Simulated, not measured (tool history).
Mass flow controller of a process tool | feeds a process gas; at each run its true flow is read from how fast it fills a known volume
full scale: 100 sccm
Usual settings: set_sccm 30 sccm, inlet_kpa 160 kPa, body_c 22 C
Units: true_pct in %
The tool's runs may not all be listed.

run 1 hour=0.0 | set_sccm=30 inlet_kpa=160 body_c=22 | true_pct=99.15
run 2 hour=115.6 | set_sccm=30 inlet_kpa=160 body_c=22 | true_pct=99.06
run 3 hour=184.5 | set_sccm=30 inlet_kpa=160 body_c=22 | true_pct=99.15
run 4 hour=249.8 | set_sccm=30 inlet_kpa=160 body_c=22 | true_pct=99.03
run 5 hour=376.4 | set_sccm=30 inlet_kpa=192 body_c=22 | true_pct=99.14
run 6 hour=456.8 | set_sccm=30 inlet_kpa=192 body_c=22 | true_pct=99.21
run 7 hour=563.2 | set_sccm=30 inlet_kpa=160 body_c=25 | true_pct=98.86
run 8 hour=682.9 | set_sccm=30 inlet_kpa=160 body_c=22 | true_pct=99.14
run 9 hour=795.5 | set_sccm=30 inlet_kpa=160 body_c=22 | true_pct=99.07
run 10 hour=917.2 | set_sccm=30 inlet_kpa=160 body_c=22 | true_pct=99.02
run 11 hour=1064.4 | set_sccm=30 inlet_kpa=143 body_c=22 | true_pct=98.97
run 12 hour=1201.1 | set_sccm=30 inlet_kpa=143 body_c=22 | true_pct=98.98
run 13 hour=1310.3 | set_sccm=30 inlet_kpa=160 body_c=22 | true_pct=99.08
run 14 hour=1434.3 | set_sccm=30 inlet_kpa=160 body_c=22 | true_pct=99.19
run 15 hour=1506.2 | set_sccm=30 inlet_kpa=160 body_c=22 | true_pct=99.09
run 16 hour=1591.4 | set_sccm=19 inlet_kpa=161 body_c=37 | true_pct=97.58
run 17 hour=1670.5 | set_sccm=13 inlet_kpa=257 body_c=22 | true_pct=99.58
run 18 hour=1743.3 | set_sccm=11 inlet_kpa=160 body_c=30 | true_pct=97.89
run 19 hour=1893.4 | set_sccm=30 inlet_kpa=160 body_c=37 | true_pct=97.73
run 20 hour=2012.1 | set_sccm=13 inlet_kpa=160 body_c=26 | true_pct=98.49
run 21 hour=2098.2 | set_sccm=13 inlet_kpa=160 body_c=26 | true_pct=98.46
run 22 hour=2234.5 | set_sccm=15 inlet_kpa=234 body_c=26 | true_pct=98.93
run 23 hour=2358.3 | set_sccm=14 inlet_kpa=265 body_c=26 | true_pct=99.22
run 24 hour=2496.8 | set_sccm=87 inlet_kpa=215 body_c=36 | true_pct=98.78
run 25 hour=2620.2 | set_sccm=30 inlet_kpa=160 body_c=31 | true_pct=98.27
run 26 hour=2713.5 | set_sccm=30 inlet_kpa=149 body_c=23 | true_pct=98.79
run 27 hour=2799.0 | set_sccm=30 inlet_kpa=149 body_c=23 | true_pct=98.90
run 28 hour=2873.6 | set_sccm=63 inlet_kpa=160 body_c=22 | true_pct=99.67
run 29 hour=2971.2 | set_sccm=21 inlet_kpa=196 body_c=38 | true_pct=97.55
run 30 hour=3114.8 | set_sccm=29 inlet_kpa=192 body_c=38 | true_pct=97.75

Forecast each of these 3 alternatives for the next run:
run A hour=3230.5 | set_sccm=53 inlet_kpa=192 body_c=38 | true_pct=?
run B hour=3230.5 | set_sccm=64 inlet_kpa=142 body_c=32 | true_pct=?
run C hour=3230.5 | set_sccm=29 inlet_kpa=175 body_c=38 | true_pct=?

run=A true_pct=98.10
run=B true_pct=98.59
run=C true_pct=97.63
Without the tool's hidden state the same runs would have given:
run=A true_pct=98.11
run=B true_pct=98.60
run=C true_pct=97.64
